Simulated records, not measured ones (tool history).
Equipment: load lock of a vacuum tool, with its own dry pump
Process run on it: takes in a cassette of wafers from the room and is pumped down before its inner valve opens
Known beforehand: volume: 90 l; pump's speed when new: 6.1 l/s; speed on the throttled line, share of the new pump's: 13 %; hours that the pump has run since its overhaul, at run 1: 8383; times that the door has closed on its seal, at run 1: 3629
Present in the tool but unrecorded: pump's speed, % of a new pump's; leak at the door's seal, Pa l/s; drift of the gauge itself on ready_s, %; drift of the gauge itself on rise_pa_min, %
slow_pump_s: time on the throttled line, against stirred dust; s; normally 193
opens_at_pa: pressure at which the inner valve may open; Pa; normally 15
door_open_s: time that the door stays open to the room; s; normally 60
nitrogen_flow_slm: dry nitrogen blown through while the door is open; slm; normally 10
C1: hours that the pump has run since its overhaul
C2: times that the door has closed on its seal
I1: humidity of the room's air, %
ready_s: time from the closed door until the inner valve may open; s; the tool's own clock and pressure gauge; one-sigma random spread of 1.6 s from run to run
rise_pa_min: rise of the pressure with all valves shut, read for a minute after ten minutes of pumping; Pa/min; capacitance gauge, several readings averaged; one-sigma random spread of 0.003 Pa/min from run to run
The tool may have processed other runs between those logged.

{"run": 1, "hour": 0.0, "slow_pump_s": 193, "opens_at_pa": 15, "door_open_s": 60, "nitrogen_flow_slm": 10, "C1": 8383, "C2": 3629, "I1": 40.8, "ready_s": 313.3, "rise_pa_min": 0.038}
{"run": 2, "hour": 115.1, "slow_pump_s": 193, "opens_at_pa": 16, "door_open_s": 60, "nitrogen_flow_slm": 10, "C1": 8498, "C2": 3771, "I1": 46.4, "ready_s": 315.2, "rise_pa_min": 0.044}
{"run": 3, "hour": 288.4, "slow_pump_s": 193, "opens_at_pa": 16, "door_open_s": 60, "nitrogen_flow_slm": 10, "C1": 8672, "C2": 3984, "I1": 44.9, "ready_s": 317.3, "rise_pa_min": 0.043}
{"run": 4, "hour": 502.5, "slow_pump_s": 193, "opens_at_pa": 16, "door_open_s": 60, "nitrogen_flow_slm": 20, "C1": 8886, "C2": 4248, "I1": 44.3, "ready_s": 318.5, "rise_pa_min": 0.036}
{"run": 5, "hour": 636.7, "slow_pump_s": 193, "opens_at_pa": 16, "door_open_s": 60, "nitrogen_flow_slm": 20, "C1": 9020, "C2": 4413, "I1": 46.9, "ready_s": 317.8, "rise_pa_min": 0.036}
{"run": 6, "hour": 850.2, "slow_pump_s": 193, "opens_at_pa": 16, "door_open_s": 136, "nitrogen_flow_slm": 10, "C1": 9233, "C2": 4676, "I1": 44.9, "ready_s": 319.9, "rise_pa_min": 0.062}
{"run": 7, "hour": 1022.0, "slow_pump_s": 137, "opens_at_pa": 18, "door_open_s": 136, "nitrogen_flow_slm": 20, "C1": 9405, "C2": 4887, "I1": 43.4, "ready_s": 269.4, "rise_pa_min": 0.053}
{"run": 8, "hour": 1200.5, "slow_pump_s": 137, "opens_at_pa": 18, "door_open_s": 136, "nitrogen_flow_slm": 20, "C1": 9584, "C2": 5107, "I1": 44.0, "ready_s": 267.8, "rise_pa_min": 0.05}
{"run": 9, "hour": 1304.9, "slow_pump_s": 127, "opens_at_pa": 14, "door_open_s": 116, "nitrogen_flow_slm": 10, "C1": 9688, "C2": 5236, "I1": 46.4, "ready_s": 263.9, "rise_pa_min": 0.057}
{"run": 10, "hour": 1435.7, "slow_pump_s": 127, "opens_at_pa": 14, "door_open_s": 116, "nitrogen_flow_slm": 10, "C1": 9819, "C2": 5397, "I1": 44.9, "ready_s": 265.1, "rise_pa_min": 0.057}

Branching from run 10: 4 alternative next runs. What would each branch give?
{"run": "A", "hour": 1649.8, "slow_pump_s": 116, "opens_at_pa": 15, "door_open_s": 30, "nitrogen_flow_slm": 10, "C1": 10033, "C2": 5660, "I1": 44.7, "ready_s": "?", "rise_pa_min": "?"}
{"run": "B", "hour": 1649.8, "slow_pump_s": 119, "opens_at_pa": 15, "door_open_s": 60, "nitrogen_flow_slm": 10, "C1": 10033, "C2": 5660, "I1": 49.4, "ready_s": "?", "rise_pa_min": "?"}
{"run": "C", "hour": 1649.8, "slow_pump_s": 222, "opens_at_pa": 15, "door_open_s": 60, "nitrogen_flow_slm": 7, "C1": 10033, "C2": 5660, "I1": 42.9, "ready_s": "?", "rise_pa_min": "?"}
{"run": "D", "hour": 1649.8, "slow_pump_s": 107, "opens_at_pa": 29, "door_open_s": 60, "nitrogen_flow_slm": 6, "C1": 10033, "C2": 5660, "I1": 51.1, "ready_s": "?", "rise_pa_min": "?"}

run=A ready_s=252.8 rise_pa_min=0.032
run=B ready_s=256.8 rise_pa_min=0.052
run=C ready_s=341.6 rise_pa_min=0.044
run=D ready_s=234.4 rise_pa_min=0.050
Stripped of hidden state, with their random variation kept, the same runs would have yielded:
run=A ready_s=230.7 rise_pa_min=0.022
run=B ready_s=234.8 rise_pa_min=0.041
run=C ready_s=321.9 rise_pa_min=0.033
run=D ready_s=213.9 rise_pa_min=0.039

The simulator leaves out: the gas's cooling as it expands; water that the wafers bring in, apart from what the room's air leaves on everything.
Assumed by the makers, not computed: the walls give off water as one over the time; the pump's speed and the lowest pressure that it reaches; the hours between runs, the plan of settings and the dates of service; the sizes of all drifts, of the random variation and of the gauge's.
